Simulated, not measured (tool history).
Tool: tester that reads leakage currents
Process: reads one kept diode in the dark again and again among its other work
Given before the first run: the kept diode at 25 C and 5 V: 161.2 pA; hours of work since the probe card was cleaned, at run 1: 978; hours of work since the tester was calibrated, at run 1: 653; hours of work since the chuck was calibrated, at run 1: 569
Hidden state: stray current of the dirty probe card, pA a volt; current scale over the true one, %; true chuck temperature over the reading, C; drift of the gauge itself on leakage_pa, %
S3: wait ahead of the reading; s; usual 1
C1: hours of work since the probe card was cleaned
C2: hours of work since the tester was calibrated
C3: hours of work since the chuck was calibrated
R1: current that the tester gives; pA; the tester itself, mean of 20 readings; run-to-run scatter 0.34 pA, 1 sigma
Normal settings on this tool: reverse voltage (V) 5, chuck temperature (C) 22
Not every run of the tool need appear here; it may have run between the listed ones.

run 1 day=0 | reverse_voltage_(V)=5 chuck_temperature_(C)=22 S3=1 | C1=978 C2=653 C3=569 | R1=130.91
run 2 day=2.775 | reverse_voltage_(V)=5 chuck_temperature_(C)=32 S3=1 | C1=1011 C2=686 C3=602 | R1=266.22
run 3 day=5.512 | reverse_voltage_(V)=1.54 chuck_temperature_(C)=22 S3=1 | C1=1043 C2=719 C3=634 | R1=69.79
run 4 day=7.1 | reverse_voltage_(V)=1.54 chuck_temperature_(C)=22 S3=1 | C1=1062 C2=737 C3=653 | R1=69.85
run 5 day=9.417 | reverse_voltage_(V)=1.54 chuck_temperature_(C)=22 S3=1 | C1=1090 C2=765 C3=681 | R1=70.05
run 6 day=12.338 | reverse_voltage_(V)=1.54 chuck_temperature_(C)=22 S3=1 | C1=1124 C2=799 C3=715 | R1=69.37
run 7 day=14.321 | reverse_voltage_(V)=1.54 chuck_temperature_(C)=22 S3=1 | C1=1148 C2=823 C3=739 | R1=69.85
run 8 day=16.129 | reverse_voltage_(V)=1.54 chuck_temperature_(C)=22 S3=1 | C1=1169 C2=844 C3=760 | R1=69.59
run 9 day=19.383 | reverse_voltage_(V)=1.54 chuck_temperature_(C)=22 S3=1 | C1=1208 C2=883 C3=799 | R1=69.31
run 10 day=21.996 | reverse_voltage_(V)=2.65 chuck_temperature_(C)=22 S3=1 | C1=1238 C2=913 C3=829 | R1=92.91

What if the next run were any one of these 4? Each begins from the tool's condition after run 10:
run A day=23.962 | reverse_voltage_(V)=11.46 chuck_temperature_(C)=52 S3=0.5 | C1=1262 C2=937 C3=853 | R1=?
run B day=23.962 | reverse_voltage_(V)=1.68 chuck_temperature_(C)=22 S3=1 | C1=1262 C2=937 C3=853 | R1=?
run C day=23.962 | reverse_voltage_(V)=13.37 chuck_temperature_(C)=22 S3=9.5 | C1=1262 C2=937 C3=853 | R1=?
run D day=23.962 | reverse_voltage_(V)=3.01 chuck_temperature_(C)=31 S3=1 | C1=1262 C2=937 C3=853 | R1=?

run=A R1=1513.9
run=B R1=72.72
run=C R1=222.12
run=D R1=188.42
Without the tool's hidden state the same runs would have given:
run=A R1=1535.37
run=B R1=73.15
run=C R1=216.59
run=D R1=190.38
